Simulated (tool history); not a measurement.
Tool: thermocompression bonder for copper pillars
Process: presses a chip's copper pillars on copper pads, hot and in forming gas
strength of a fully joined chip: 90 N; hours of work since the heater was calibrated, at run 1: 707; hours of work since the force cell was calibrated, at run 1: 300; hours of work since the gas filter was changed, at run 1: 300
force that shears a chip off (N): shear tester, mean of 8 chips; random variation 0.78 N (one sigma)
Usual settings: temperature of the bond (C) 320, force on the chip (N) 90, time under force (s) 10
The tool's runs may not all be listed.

run	hour	temperature of the bond (C)	force on the chip (N)	time under force (s)	hours of work since the heater was calibrated	hours of work since the force cell was calibrated	hours of work since the gas filter was changed	force that shears a chip off (N)
1	0	320	90	10	707	300	300	54.4
2	33.4	320	90	10	723	317	317	54.7
# hour 57.8: forming gas filter changed
3	60.3	320	90	11	736	329	1	60.4
4	84.6	320	95	11	748	341	13	61.3
5	122	320	95	11	766	360	31	60.9
6	157.5	320	95	11	783	377	49	58.7
7	187.1	320	95	11	798	392	63	58.7
8	214.1	320	90	10	811	405	77	55.9
9	232	320	98	10	820	414	85	59.3
10	269	320	90	10	838	432	103	55.8
11	290.7	320	90	10	849	442	114	56.2
12	310.5	320	90	10	858	452	124	55.5
13	338.2	320	90	10	872	466	137	55.2
14	363	320	90	10	884	478	149	54.3
15	397.7	320	90	10	901	495	166	54.3
16	434.7	320	90	10	919	513	185	54
17	466.9	320	90	10	935	529	200	53.9
18	488.9	332	90	10	946	539	211	57.8
19	524.2	332	90	10	963	557	228	58
20	551.1	332	90	10	976	570	242	58.6
21	566.8	332	110	27	984	577	249	76
22	596.7	332	129	7	998	592	264	64.7
23	617.4	314	79	5	1009	602	274	36.8
24	652	320	90	18	1025	619	291	62.6
25	673.2	320	90	14	1036	630	301	59
26	707.7	320	118	16	1053	646	318	69.2
# hour 728.3: forming gas filter changed
27	743	304	114	6	1070	663	7	49.1
28	777.4	304	114	6	1087	680	24	48.2
29	812.5	321	90	19	1104	697	41	66.5
30	840.6	321	90	19	1118	711	55	65.9
31	874.5	321	90	19	1134	728	72	64.9
32	890.6	321	90	19	1142	736	79	64.9
33	906.7	320	123	14	1150	744	87	69.3
34	941	302	80	8	1167	760	104	38.7
35	968.3	338	80	17	1180	774	117	65.2
36	987.1	338	90	13	1189	783	127	63.3
37	1015.6	349	90	6	1203	797	141	54
38	1049.9	349	90	6	1220	814	157	55.4
39	1068.8	324	63	14	1229	823	167	47.6

Hidden state at the last listed run before each entry between runs and at the first one after, where it differs:
Between runs 2 and 3: forming gas filter changed (hour 57.8)
  true temperature of the bond over the reading, C: -4.8 -> -4.9; force that reaches the chip, % of what is set: 96.5 -> 96.4; oxide that the forming gas leaves, % of the face: 4.1 -> 0.56
  measured less the result without the state, force that shears a chip off (N): -5.1 -> -3.2
Between runs 26 and 27: forming gas filter changed (hour 728.3)
  true temperature of the bond over the reading, C: -7.1 -> -7.3; force that reaches the chip, % of what is set: 93.8 -> 93.7; oxide that the forming gas leaves, % of the face: 4.08 -> 0.69
  measured less the result without the state, force that shears a chip off (N): -6.6 -> -5.3
